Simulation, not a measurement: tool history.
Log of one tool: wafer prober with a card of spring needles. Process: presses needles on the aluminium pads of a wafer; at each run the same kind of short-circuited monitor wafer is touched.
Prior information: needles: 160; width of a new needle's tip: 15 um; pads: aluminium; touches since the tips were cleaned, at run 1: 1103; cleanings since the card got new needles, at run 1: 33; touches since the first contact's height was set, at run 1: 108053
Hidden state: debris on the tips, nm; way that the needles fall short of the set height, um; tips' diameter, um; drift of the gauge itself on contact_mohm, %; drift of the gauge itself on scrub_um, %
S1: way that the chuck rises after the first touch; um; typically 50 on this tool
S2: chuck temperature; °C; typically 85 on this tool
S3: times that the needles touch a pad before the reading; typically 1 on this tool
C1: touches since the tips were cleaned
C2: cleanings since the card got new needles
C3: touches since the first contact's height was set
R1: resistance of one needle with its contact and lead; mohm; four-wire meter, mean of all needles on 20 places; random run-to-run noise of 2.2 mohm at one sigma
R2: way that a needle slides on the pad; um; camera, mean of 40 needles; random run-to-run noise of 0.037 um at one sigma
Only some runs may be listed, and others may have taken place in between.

run   hour  S1   S2  S3    C1  C2      C3   R1     R2
  1    0.0  50   85   1  1103  33  108053  271   7.02
       4.6  -- tips cleaned on abrasive film
  2    6.7  50  104   1   813  34  110628  267   6.98
      12.0  -- tips cleaned on abrasive film
  3   13.2  50  104   1   455  35  113143  260   6.98
      18.1  -- height of the first contact set anew
  4   18.8  50  104   1  2562  35     294  281   7.59
      19.5  -- tips cleaned on abrasive film
      27.2  -- tips cleaned on abrasive film
  5   28.1  50  104   1   364  37    3858  258   7.53
      35.0  -- tips cleaned on abrasive film
  6   37.1  50  104   1   828  38    7346  265   7.48
      42.1  -- tips cleaned on abrasive film
  7   46.6  50  104   1  1738  39   11037  275   7.54
      49.5  -- tips cleaned on abrasive film
  8   53.0  50   85   1  1392  40   13536  270   7.53
      56.6  -- tips cleaned on abrasive film
  9   59.1  50   85   1   967  41   15866  264   7.49
      64.0  -- tips cleaned on abrasive film
 10   68.2  70   85   1  1637  42   19397  253  10.52
      71.6  -- tips cleaned on abrasive film
 11   78.3  50   85   1  2630  43   23332  283   7.48
      79.0  -- tips cleaned on abrasive film
 12   83.2  50   85   1  1644  44   25234  272   7.44
      86.4  -- tips cleaned on abrasive film
 13   90.3  50   85   1  1526  45   27977  266   7.40
      94.0  -- tips cleaned on abrasive film
 14   99.4  50   85   1  2112  46   31513  274   7.36
     101.8  -- tips cleaned on abrasive film
 15  107.0  50   85   1  2050  47   34452  274   7.39
     109.5  -- tips cleaned on abrasive film
 16  114.9  50   85   1  2121  48   37532  276   7.35
     117.3  -- tips cleaned on abrasive film
 17  124.2  61   63   2  2729  49   41153  250   8.95
     125.1  -- tips cleaned on abrasive film
 18  129.1  61   63   2  1573  50   43016  249   9.00
     132.8  -- tips cleaned on abrasive film
 19  137.4  48   36   1  1800  51   46245  270   6.95
     140.1  -- tips cleaned on abrasive film
 20  142.1  54   54   1   779  52   48043  249   7.88
     147.7  -- tips cleaned on abrasive film
 21  150.6  54   54   1  1131  53   51342  252   7.89
     154.8  -- tips cleaned on abrasive film
 22  157.0  46   54   1   843  54   53809  266   6.62
     162.1  -- tips cleaned on abrasive film
 23  164.7  58   51   2  1045  55   56816  243   8.48
     169.5  -- tips cleaned on abrasive film
 24  171.8  35   27   1   900  56   59560  279   4.95
     177.1  -- tips cleaned on abrasive film
 25  177.9  37   47   1   325  57   61913  254   5.15
     184.6  -- tips cleaned on abrasive film
 26  187.3  33  122   2  1048  58   65568  294   4.62
     192.6  -- tips cleaned on abrasive film
 27  194.0  68   85   1   516  59   68143  246   9.88
 28  198.9  50   39   1  2460  59   70087  283   7.15
     200.7  -- tips cleaned on abrasive film
 29  205.4  50   39   1  1854  60   72589  269   7.19
     207.9  -- tips cleaned on abrasive film
 30  210.9  52   81   2  1178  61   74717  256   7.48
     215.1  -- tips cleaned on abrasive film
 31  220.7  52   81   2  2214  62   78542  265   7.42
     222.8  -- tips cleaned on abrasive film
     230.3  -- tips cleaned on abrasive film
 32  230.6  52   81   2   124  64   82336  249   7.39

Take each entry between the runs: how does the hidden state at the last listed run before it differ from the hidden state at the first listed run after it?
Between runs 1 and 2: tips cleaned on abrasive film (hour 4.6)
  debris on the tips, nm: 49 -> 34.7; way that the needles fall short of the set height, um: 3.73 -> 3.82; tips' diameter, um: 16.31 -> 16.34
  measured result minus the result with no hidden state, R1: +28 -> +20 mohm; R2: -0.56 -> -0.57 um
Between runs 2 and 3: tips cleaned on abrasive film (hour 12.0)
  debris on the tips, nm: 34.7 -> 24.6; way that the needles fall short of the set height, um: 3.82 -> 3.94; tips' diameter, um: 16.34 -> 16.38
  measured result minus the result with no hidden state, R1: +20 -> +15 mohm; R2: -0.57 -> -0.59 um
Between runs 3 and 4: height of the first contact set anew (hour 18.1)
  debris on the tips, nm: 24.6 -> 77.1; way that the needles fall short of the set height, um: 3.94 -> 0
  measured result minus the result with no hidden state, R1: +15 -> +36 mohm; R2: -0.59 -> +0.00 um
Between runs 4 and 5: tips cleaned on abrasive film (hour 19.5); tips cleaned on abrasive film (hour 27.2)
  debris on the tips, nm: 77.1 -> 21.7; way that the needles fall short of the set height, um: 0 -> 0.25; tips' diameter, um: 16.38 -> 16.47
  measured result minus the result with no hidden state, R1: +36 -> +12 mohm; R2: +0.00 -> -0.04 um
Between runs 5 and 6: tips cleaned on abrasive film (hour 35.0)
  debris on the tips, nm: 21.7 -> 37; way that the needles fall short of the set height, um: 0.25 -> 0.34; tips' diameter, um: 16.47 -> 16.5
  measured result minus the result with no hidden state, R1: +12 -> +18 mohm; R2: -0.04 -> -0.05 um
Between runs 6 and 7: tips cleaned on abrasive film (hour 42.1)
  debris on the tips, nm: 37 -> 63.6; way that the needles fall short of the set height, um: 0.34 -> 0.46; tips' diameter, um: 16.5 -> 16.54
  measured result minus the result with no hidden state, R1: +18 -> +31 mohm; R2: -0.05 -> -0.07 um
Between runs 7 and 8: tips cleaned on abrasive film (hour 49.5)
  debris on the tips, nm: 63.6 -> 52.5; way that the needles fall short of the set height, um: 0.46 -> 0.55; tips' diameter, um: 16.54 -> 16.57
  measured result minus the result with no hidden state, R1: +31 -> +27 mohm; R2: -0.07 -> -0.08 um
Between runs 8 and 9: tips cleaned on abrasive film (hour 56.6)
  debris on the tips, nm: 52.5 -> 40.2; way that the needles fall short of the set height, um: 0.55 -> 0.64; tips' diameter, um: 16.57 -> 16.6
  measured result minus the result with no hidden state, R1: +27 -> +21 mohm; R2: -0.08 -> -0.09 um
Between runs 9 and 10: tips cleaned on abrasive film (hour 64.0)
  debris on the tips, nm: 40.2 -> 56.2; way that the needles fall short of the set height, um: 0.64 -> 0.73; tips' diameter, um: 16.6 -> 16.63
  measured result minus the result with no hidden state, R1: +21 -> +16 mohm; R2: -0.09 -> -0.11 um
Between runs 10 and 11: tips cleaned on abrasive film (hour 71.6)
  debris on the tips, nm: 56.2 -> 81.8; way that the needles fall short of the set height, um: 0.73 -> 0.81; tips' diameter, um: 16.63 -> 16.66
  measured result minus the result with no hidden state, R1: +16 -> +41 mohm; R2: -0.11 -> -0.13 um
Between runs 11 and 12: tips cleaned on abrasive film (hour 79.0)
  debris on the tips, nm: 81.8 -> 58.7; way that the needles fall short of the set height, um: 0.81 -> 0.91; tips' diameter, um: 16.66 -> 16.7
  measured result minus the result with no hidden state, R1: +41 -> +30 mohm; R2: -0.13 -> -0.14 um
Between runs 12 and 13: tips cleaned on abrasive film (hour 86.4)
  debris on the tips, nm: 58.7 -> 56.6; way that the needles fall short of the set height, um: 0.91 -> 1.05; tips' diameter, um: 16.7 -> 16.74
  measured result minus the result with no hidden state, R1: +30 -> +29 mohm; R2: -0.14 -> -0.16 um
Between runs 13 and 14: tips cleaned on abrasive film (hour 94.0)
  debris on the tips, nm: 56.6 -> 72.3; way that the needles fall short of the set height, um: 1.05 -> 1.15; tips' diameter, um: 16.74 -> 16.78
  measured result minus the result with no hidden state, R1: +29 -> +37 mohm; R2: -0.16 -> -0.18 um
Between runs 14 and 15: tips cleaned on abrasive film (hour 101.8)
  debris on the tips, nm: 72.3 -> 68.6; way that the needles fall short of the set height, um: 1.15 -> 1.27; tips' diameter, um: 16.78 -> 16.82
  measured result minus the result with no hidden state, R1: +37 -> +36 mohm; R2: -0.18 -> -0.19 um
Between runs 15 and 16: tips cleaned on abrasive film (hour 109.5)
  debris on the tips, nm: 68.6 -> 70.8; way that the needles fall short of the set height, um: 1.27 -> 1.35; tips' diameter, um: 16.82 -> 16.85
  measured result minus the result with no hidden state, R1: +36 -> +37 mohm; R2: -0.19 -> -0.20 um
Between runs 16 and 17: tips cleaned on abrasive film (hour 117.3)
  debris on the tips, nm: 70.8 -> 82.4; way that the needles fall short of the set height, um: 1.35 -> 1.44; tips' diameter, um: 16.85 -> 16.88
  measured result minus the result with no hidden state, R1: +37 -> +20 mohm; R2: -0.20 -> -0.22 um
Between runs 17 and 18: tips cleaned on abrasive film (hour 125.1)
  debris on the tips, nm: 82.4 -> 57.9; way that the needles fall short of the set height, um: 1.44 -> 1.56; tips' diameter, um: 16.88 -> 16.92
  measured result minus the result with no hidden state, R1: +20 -> +14 mohm; R2: -0.22 -> -0.24 um
Between runs 18 and 19: tips cleaned on abrasive film (hour 132.8)
  debris on the tips, nm: 57.9 -> 65.7; way that the needles fall short of the set height, um: 1.56 -> 1.7; tips' diameter, um: 16.92 -> 16.97
  measured result minus the result with no hidden state, R1: +14 -> +41 mohm; R2: -0.24 -> -0.26 um
Between runs 19 and 20: tips cleaned on abrasive film (hour 140.1)
  debris on the tips, nm: 65.7 -> 36.6; way that the needles fall short of the set height, um: 1.7 -> 1.84; tips' diameter, um: 16.97 -> 17.02
  measured result minus the result with no hidden state, R1: +41 -> +19 mohm; R2: -0.26 -> -0.28 um
Between runs 20 and 21: tips cleaned on abrasive film (hour 147.7)
  debris on the tips, nm: 36.6 -> 46.1; way that the needles fall short of the set height, um: 1.84 -> 1.95; tips' diameter, um: 17.02 -> 17.06
  measured result minus the result with no hidden state, R1: +19 -> +24 mohm; R2: -0.28 -> -0.29 um
Between runs 21 and 22: tips cleaned on abrasive film (hour 154.8)
  debris on the tips, nm: 46.1 -> 39.5; way that the needles fall short of the set height, um: 1.95 -> 2.04; tips' diameter, um: 17.06 -> 17.09
  measured result minus the result with no hidden state, R1: +24 -> +28 mohm; R2: -0.29 -> -0.31 um
Between runs 22 and 23: tips cleaned on abrasive film (hour 162.1)
  debris on the tips, nm: 39.5 -> 40; way that the needles fall short of the set height, um: 2.04 -> 2.16; tips' diameter, um: 17.09 -> 17.14
  measured result minus the result with no hidden state, R1: +28 -> +13 mohm; R2: -0.31 -> -0.32 um
Between runs 23 and 24: tips cleaned on abrasive film (hour 169.5)
  debris on the tips, nm: 40 -> 35.4; way that the needles fall short of the set height, um: 2.16 -> 2.29; tips' diameter, um: 17.14 -> 17.18
  measured result minus the result with no hidden state, R1: +13 -> +45 mohm; R2: -0.32 -> -0.34 um
Between runs 24 and 25: tips cleaned on abrasive film (hour 177.1)
  debris on the tips, nm: 35.4 -> 17.9; way that the needles fall short of the set height, um: 2.29 -> 2.42; tips' diameter, um: 17.18 -> 17.22
  measured result minus the result with no hidden state, R1: +45 -> +22 mohm; R2: -0.34 -> -0.37 um
Between runs 25 and 26: tips cleaned on abrasive film (hour 184.6)
  debris on the tips, nm: 17.9 -> 42.7; way that the needles fall short of the set height, um: 2.42 -> 2.51; tips' diameter, um: 17.22 -> 17.26
  measured result minus the result with no hidden state, R1: +22 -> +35 mohm; R2: -0.37 -> -0.38 um
Between runs 26 and 27: tips cleaned on abrasive film (hour 192.6)
  debris on the tips, nm: 42.7 -> 25.4; way that the needles fall short of the set height, um: 2.51 -> 2.61; tips' diameter, um: 17.26 -> 17.29
  measured result minus the result with no hidden state, R1: +35 -> +10 mohm; R2: -0.38 -> -0.39 um
Between runs 28 and 29: tips cleaned on abrasive film (hour 200.7)
  debris on the tips, nm: 78.4 -> 66.4; way that the needles fall short of the set height, um: 2.61 -> 2.69; tips' diameter, um: 17.29 -> 17.32
  measured result minus the result with no hidden state, R1: +50 -> +41 mohm; R2: -0.39 -> -0.41 um
Between runs 29 and 30: tips cleaned on abrasive film (hour 207.9)
  debris on the tips, nm: 66.4 -> 45.5; way that the needles fall short of the set height, um: 2.69 -> 2.79; tips' diameter, um: 17.32 -> 17.35
  measured result minus the result with no hidden state, R1: +41 -> +17 mohm; R2: -0.41 -> -0.42 um
Between runs 30 and 31: tips cleaned on abrasive film (hour 215.1)
  debris on the tips, nm: 45.5 -> 71.4; way that the needles fall short of the set height, um: 2.79 -> 2.89; tips' diameter, um: 17.35 -> 17.39
  measured result minus the result with no hidden state, R1: +17 -> +25 mohm; R2: -0.42 -> -0.44 um
Between runs 31 and 32: tips cleaned on abrasive film (hour 222.8); tips cleaned on abrasive film (hour 230.3)
  debris on the tips, nm: 71.4 -> 14.7; way that the needles fall short of the set height, um: 2.89 -> 3.11; tips' diameter, um: 17.39 -> 17.46
  measured result minus the result with no hidden state, R1: +25 -> +7 mohm; R2: -0.44 -> -0.47 um

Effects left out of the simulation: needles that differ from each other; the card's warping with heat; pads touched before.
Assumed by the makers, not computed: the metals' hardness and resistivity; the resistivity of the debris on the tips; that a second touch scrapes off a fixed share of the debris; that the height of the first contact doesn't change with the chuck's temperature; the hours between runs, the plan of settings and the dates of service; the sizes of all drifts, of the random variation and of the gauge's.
